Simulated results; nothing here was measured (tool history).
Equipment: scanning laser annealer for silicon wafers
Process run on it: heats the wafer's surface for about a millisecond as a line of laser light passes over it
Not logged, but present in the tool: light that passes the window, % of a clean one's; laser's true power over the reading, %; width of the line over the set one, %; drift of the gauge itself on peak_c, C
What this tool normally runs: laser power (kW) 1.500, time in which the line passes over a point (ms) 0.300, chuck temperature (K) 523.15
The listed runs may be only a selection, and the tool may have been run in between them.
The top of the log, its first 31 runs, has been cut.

run,hour,laser power (kW),time in which the line passes over a point (ms),chuck temperature (K),hours of work since the window was cleaned,hours of work since the power meter was calibrated,hours of work since the optics were aligned,highest temperature of the surface (K)
32,1753.1,1.469,0.358,487.15,137,3088,463,1255.15
33,1817.1,1.433,0.300,559.15,183,3133,509,1248.15
34,1865.6,1.433,0.300,559.15,217,3168,543,1246.15
35,1938.2,1.579,0.226,519.15,269,3219,595,1171.15
36,1997.7,1.579,0.226,519.15,311,3262,637,1179.15
37,2059.4,1.591,0.215,503.15,355,3305,681,1149.15
38,2110.9,1.350,0.236,522.15,391,3342,718,1097.15
39,2186.8,1.350,0.284,522.15,445,3396,771,1142.15
40,2255.1,1.350,0.284,522.15,494,3444,820,1142.15

Here are 5 independent what-if runs from the current tool condition. What would each one return?
A,2331.3,1.500,0.284,523.15,548,3498,874,?
B,2331.3,1.496,0.345,522.15,548,3498,874,?
C,2331.3,1.500,0.244,501.15,548,3498,874,?
D,2331.3,1.403,0.284,554.15,548,3498,874,?
E,2331.3,1.463,0.300,523.15,548,3498,874,?

run,highest temperature of the surface (K)
A,1205.15
B,1265.15
C,1135.15
D,1196.15
E,1200.15
With no hidden state in the tool, these same runs would have given:
run,highest temperature of the surface (K)
A,1236.15
B,1299.15
C,1164.15
D,1225.15
E,1231.15

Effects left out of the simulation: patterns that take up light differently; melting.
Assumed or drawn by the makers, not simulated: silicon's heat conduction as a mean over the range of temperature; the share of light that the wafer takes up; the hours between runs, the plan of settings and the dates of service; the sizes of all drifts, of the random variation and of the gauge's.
